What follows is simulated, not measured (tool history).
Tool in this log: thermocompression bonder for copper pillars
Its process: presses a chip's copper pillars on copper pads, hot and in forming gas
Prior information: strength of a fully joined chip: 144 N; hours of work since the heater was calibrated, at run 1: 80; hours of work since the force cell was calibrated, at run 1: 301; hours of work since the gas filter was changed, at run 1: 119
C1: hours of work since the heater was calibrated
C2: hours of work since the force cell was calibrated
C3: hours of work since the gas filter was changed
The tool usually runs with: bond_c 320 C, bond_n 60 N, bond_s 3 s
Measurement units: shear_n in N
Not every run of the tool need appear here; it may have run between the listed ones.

run 1 hour=0 | bond_c=320 bond_n=60 bond_s=3 | C1=80 C2=301 C3=119 | shear_n=57.9
run 2 hour=6.5 | bond_c=320 bond_n=60 bond_s=3 | C1=85 C2=305 C3=124 | shear_n=57.6
run 3 hour=15.2 | bond_c=320 bond_n=60 bond_s=3 | C1=91 C2=312 C3=130 | shear_n=58.5
run 4 hour=22.9 | bond_c=320 bond_n=60 bond_s=2 | C1=96 C2=317 C3=136 | shear_n=50
run 5 hour=31.5 | bond_c=320 bond_n=60 bond_s=2 | C1=103 C2=323 C3=142 | shear_n=49.2
run 6 hour=37.8 | bond_c=320 bond_n=77 bond_s=3 | C1=107 C2=328 C3=146 | shear_n=68.7
run 7 hour=45.4 | bond_c=320 bond_n=77 bond_s=3 | C1=112 C2=333 C3=152 | shear_n=67.5
run 8 hour=53.6 | bond_c=320 bond_n=77 bond_s=3 | C1=118 C2=339 C3=158 | shear_n=66.6
run 9 hour=60.7 | bond_c=320 bond_n=39 bond_s=3 | C1=123 C2=344 C3=163 | shear_n=43.4
run 10 hour=70.6 | bond_c=320 bond_n=60 bond_s=3 | C1=130 C2=351 C3=170 | shear_n=57.5
run 11 hour=82.2 | bond_c=320 bond_n=60 bond_s=3 | C1=139 C2=359 C3=178 | shear_n=57.1
run 12 hour=93.4 | bond_c=320 bond_n=60 bond_s=3 | C1=147 C2=367 C3=186 | shear_n=57.4
run 13 hour=102.1 | bond_c=320 bond_n=60 bond_s=3 | C1=153 C2=373 C3=192 | shear_n=57.1
run 14 hour=114.3 | bond_c=320 bond_n=60 bond_s=3 | C1=162 C2=382 C3=201 | shear_n=56.7
run 15 hour=123.9 | bond_c=320 bond_n=60 bond_s=3 | C1=168 C2=389 C3=208 | shear_n=56.1
run 16 hour=134.1 | bond_c=320 bond_n=60 bond_s=3 | C1=176 C2=396 C3=215 | shear_n=55.4
run 17 hour=145.5 | bond_c=320 bond_n=60 bond_s=3 | C1=184 C2=404 C3=223 | shear_n=56.7
run 18 hour=157.5 | bond_c=320 bond_n=60 bond_s=2 | C1=192 C2=413 C3=232 | shear_n=48
run 19 hour=167.8 | bond_c=320 bond_n=60 bond_s=5 | C1=200 C2=420 C3=239 | shear_n=67.3
run 20 hour=173.4 | bond_c=349 bond_n=60 bond_s=3 | C1=204 C2=424 C3=243 | shear_n=71.9
run 21 hour=182.5 | bond_c=310 bond_n=60 bond_s=6 | C1=210 C2=431 C3=250 | shear_n=65.1
run 22 hour=191.6 | bond_c=310 bond_n=60 bond_s=6 | C1=217 C2=437 C3=256 | shear_n=64.7
run 23 hour=202.1 | bond_c=342 bond_n=70 bond_s=2 | C1=224 C2=445 C3=264 | shear_n=66.1
run 24 hour=209.2 | bond_c=342 bond_n=70 bond_s=2 | C1=229 C2=450 C3=269 | shear_n=66.1
run 25 hour=214.8 | bond_c=338 bond_n=38 bond_s=4 | C1=233 C2=454 C3=273 | shear_n=55.7
run 26 hour=225.3 | bond_c=297 bond_n=74 bond_s=2 | C1=241 C2=461 C3=280 | shear_n=41.2
run 27 hour=235.3 | bond_c=345 bond_n=74 bond_s=2 | C1=248 C2=468 C3=287 | shear_n=68.7
run 28 hour=247.3 | bond_c=345 bond_n=74 bond_s=3 | C1=256 C2=477 C3=296 | shear_n=78.9
run 29 hour=257 | bond_c=342 bond_n=52 bond_s=3 | C1=263 C2=484 C3=303 | shear_n=62.1
run 30 hour=265.3 | bond_c=294 bond_n=71 bond_s=3 | C1=269 C2=490 C3=309 | shear_n=47
run 31 hour=272.1 | bond_c=306 bond_n=76 bond_s=3 | C1=274 C2=495 C3=313 | shear_n=54.5
run 32 hour=284.6 | bond_c=345 bond_n=72 bond_s=3 | C1=283 C2=504 C3=322 | shear_n=76
run 33 hour=291.9 | bond_c=320 bond_n=57 bond_s=3 | C1=288 C2=509 C3=328 | shear_n=53.5
run 34 hour=297 | bond_c=320 bond_n=59 bond_s=4 | C1=292 C2=512 C3=331 | shear_n=60.9
run 35 hour=307.1 | bond_c=320 bond_n=49 bond_s=5 | C1=299 C2=520 C3=338 | shear_n=57.9
run 36 hour=312.6 | bond_c=320 bond_n=48 bond_s=5 | C1=303 C2=524 C3=342 | shear_n=57.1
run 37 hour=319.9 | bond_c=320 bond_n=79 bond_s=3 | C1=308 C2=529 C3=347 | shear_n=64.4
run 38 hour=328.3 | bond_c=320 bond_n=71 bond_s=3 | C1=314 C2=535 C3=353 | shear_n=60.7
run 39 hour=336.3 | bond_c=320 bond_n=71 bond_s=3 | C1=320 C2=540 C3=359 | shear_n=59.9
run 40 hour=343.4 | bond_c=333 bond_n=72 bond_s=2 | C1=325 C2=545 C3=364 | shear_n=58.9

Consider 3 possible next runs. They are alternatives, not a sequence: every one starts from the tool as it was left by run 40. What does each give?
run A hour=352.3 | bond_c=333 bond_n=77 bond_s=2 | C1=331 C2=552 C3=371 | shear_n=?
run B hour=352.3 | bond_c=333 bond_n=60 bond_s=3 | C1=331 C2=552 C3=371 | shear_n=?
run C hour=352.3 | bond_c=339 bond_n=39 bond_s=2 | C1=331 C2=552 C3=371 | shear_n=?

run=A shear_n=62.2
run=B shear_n=59.5
run=C shear_n=41.9
Without the tool's unlogged condition, the same runs would have read:
run=A shear_n=71
run=B shear_n=68.1
run=C shear_n=48.2
